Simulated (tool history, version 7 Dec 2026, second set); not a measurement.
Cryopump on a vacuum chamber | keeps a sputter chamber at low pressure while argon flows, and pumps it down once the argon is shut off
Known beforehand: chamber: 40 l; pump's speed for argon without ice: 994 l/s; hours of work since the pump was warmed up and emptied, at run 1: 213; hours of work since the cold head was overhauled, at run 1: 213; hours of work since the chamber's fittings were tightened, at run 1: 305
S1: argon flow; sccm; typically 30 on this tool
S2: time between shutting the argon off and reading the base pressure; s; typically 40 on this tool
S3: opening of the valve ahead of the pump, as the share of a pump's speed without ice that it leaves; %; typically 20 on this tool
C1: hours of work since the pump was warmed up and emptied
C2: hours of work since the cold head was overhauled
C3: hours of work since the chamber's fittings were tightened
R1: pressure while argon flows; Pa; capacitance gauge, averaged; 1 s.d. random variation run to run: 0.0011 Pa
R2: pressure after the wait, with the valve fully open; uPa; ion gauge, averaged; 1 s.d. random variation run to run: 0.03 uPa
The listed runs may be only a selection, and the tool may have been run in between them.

run     day  S1   S2  S3   C1   C2   C3      R1    R2
  1   0.000  30   40  20  213  213  305  0.2596  1.69
  2   1.158  30   40  20  227  227  320  0.2590  1.74
  3   1.954  30  255  20  238  238  330  0.2589  0.69
  4   2.950  30   40  20  250  250  343  0.2613  1.65
  5   4.267  30   40  20  267  267  359  0.2589  1.76
  6   5.458  30   40  20  283  283  375  0.2616  1.76
  7   6.467  30   40  21  295  295  388  0.2500  1.77
  8   7.454  30  237  21  308  308  400  0.2497  0.79
  9   8.029  30  237  21  315  315  408  0.2498  0.76
 10   9.008  30  237  21  328  328  420  0.2495  0.78
 11  10.067  30  191  21  342  342  434  0.2499  0.81
 12  10.667  24   40  20  349  349  441  0.2103  1.80
 13  11.771  24   40  20  363  363  456  0.2110  1.81
 14  12.917  30   40  20  378  378  470  0.2643  1.81
 15  13.683  30   40  20  388  388  480  0.2637  1.85
 16  14.379  30   40  26  397  397  489  0.2072  1.83
 17  15.450  30  153  20  411  411  503  0.2642  0.97
 18  16.479  30  153  20  424  424  516  0.2620  0.96
 19  17.558  14   53  37  438  438  530  0.0685  1.53
 20  18.638  14   53  37  451  451  544  0.0694  1.56
 21  19.508  14   53  37  463  463  555  0.0696  1.55
 22  20.458  15   66  25  475  475  567  0.1079  1.42
 23  21.088  42   66  25  483  483  575  0.3004  1.48
 24  22.004  30   40  28  495  495  587  0.1922  1.91
 25  23.317  30   40  28  511  511  604  0.1938  1.92
     24.217  -- pump warmed up, emptied and cooled again
 26  24.379  30   40  28    2  522  615  0.1822  1.85
 27  25.708  30  157  20   19  539  632  0.2550  0.94
 28  26.883  30   40  17   34  554  647  0.3007  1.82
 29  27.612  43  145  16   44  564  656  0.4592  0.96
 30  28.579  24  109  47   56  576  668  0.0882  1.03
 31  29.188  51   46  20   64  584  676  0.4398  1.63
 32  30.500  19   40  54   81  601  693  0.0606  1.87
 33  31.496  25   80  53   93  614  706  0.0825  1.30
 34  32.412  25   80  53  105  625  718  0.0831  1.27

Hidden state at the last listed run before each entry between runs and at the first one after, where it differs:
Logged between run 25 and run 26: pump warmed up, emptied and cooled again (day 24.217)
  pump's speed, % of a pump's without ice: 82.5 -> 99.6; cold plate's temperature, K: 12.42 -> 12.43; leak into the chamber, uPa l/s: 575 -> 580
  the result without the hidden state subtracted from the measured one, R1: +0.0114 -> +0.0006 Pa; R2: +0.41 -> +0.30 uPa
